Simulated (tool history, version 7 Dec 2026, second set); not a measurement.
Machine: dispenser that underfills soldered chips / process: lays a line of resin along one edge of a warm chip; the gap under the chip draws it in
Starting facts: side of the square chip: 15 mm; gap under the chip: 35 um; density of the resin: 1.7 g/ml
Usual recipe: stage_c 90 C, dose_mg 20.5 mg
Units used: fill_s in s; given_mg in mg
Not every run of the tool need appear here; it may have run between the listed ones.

Run 1, hour 0.0: usual settings. Result: fill_s 371.0 s, given_mg 20.20 mg.
At hour 1.3: new syringe of resin.
Run 2, hour 8.5: usual settings but stage_c 97 C. Result: fill_s 280.5 s, given_mg 20.22 mg.
At hour 10.0: new syringe of resin.
Run 3, hour 15.0: usual settings but stage_c 97 C. Result: fill_s 256.3 s, given_mg 20.18 mg.
At hour 19.0: new syringe of resin.
At hour 23.5: dispensing valve cleaned and set on the balance.
Run 4, hour 23.8: usual settings but stage_c 97 C. Result: fill_s 242.0 s, given_mg 20.44 mg.
At hour 29.0: new syringe of resin.
Run 5, hour 30.9: usual settings but stage_c 97 C. Result: fill_s 222.6 s, given_mg 20.57 mg.
At hour 38.1: new syringe of resin.
Run 6, hour 39.5: usual settings but stage_c 97 C. Result: fill_s 222.2 s, given_mg 20.42 mg.
Run 7, hour 44.8: usual settings but stage_c 97 C, dose_mg 25.8 mg. Result: fill_s 274.3 s, given_mg 25.65 mg.
At hour 47.1: new syringe of resin.
Run 8, hour 52.4: usual settings but stage_c 98 C. Result: fill_s 251.1 s, given_mg 20.26 mg.
At hour 56.1: new syringe of resin.
Run 9, hour 61.1: usual settings but stage_c 98 C. Result: fill_s 245.9 s, given_mg 20.35 mg.
At hour 64.9: new syringe of resin.
Run 10, hour 66.1: usual settings but stage_c 98 C. Result: fill_s 206.5 s, given_mg 20.32 mg.
Run 11, hour 72.7: usual settings but stage_c 98 C. Result: fill_s 282.7 s, given_mg 20.20 mg.
At hour 73.8: new syringe of resin.
Run 12, hour 77.8: usual settings but stage_c 98 C. Result: fill_s 232.0 s, given_mg 20.30 mg.
At hour 83.0: new syringe of resin.
Run 13, hour 83.0: usual settings but stage_c 104 C. Result: fill_s 155.4 s, given_mg 20.24 mg.
Run 14, hour 87.5: usual settings but stage_c 104 C. Result: fill_s 189.3 s, given_mg 20.10 mg.
Run 15, hour 91.2: usual settings but stage_c 104 C. Result: fill_s 224.3 s, given_mg 20.25 mg.
At hour 92.3: new syringe of resin.
Run 16, hour 95.9: usual settings but stage_c 104 C. Result: fill_s 182.7 s, given_mg 20.13 mg.
At hour 101.5: new syringe of resin.
At hour 102.5: dispensing valve cleaned and set on the balance.
Run 17, hour 102.5: usual settings but dose_mg 21.2 mg. Result: fill_s 264.9 s, given_mg 21.30 mg.
Run 18, hour 110.6: usual settings but dose_mg 20.0 mg. Result: fill_s 394.5 s, given_mg 20.00 mg.
At hour 111.6: new syringe of resin.
Run 19, hour 119.2: usual settings but stage_c 105 C, dose_mg 20.0 mg. Result: fill_s 213.0 s, given_mg 19.88 mg.
At hour 120.7: new syringe of resin.
Run 20, hour 124.0: usual settings but stage_c 105 C, dose_mg 20.0 mg. Result: fill_s 172.0 s, given_mg 19.81 mg.

For run 21, what comes out?
At hour 129.4: new syringe of resin.
Run 21, hour 129.4: usual settings but stage_c 103 C. Result: fill_s ?, given_mg ?.

{"run 21": {"fill_s": 158.4, "given_mg": 20.35}}
Were there no unlogged condition in the tool, this run, its random variation unchanged, would have produced fill_s 167.7 s, given_mg 20.48 mg.
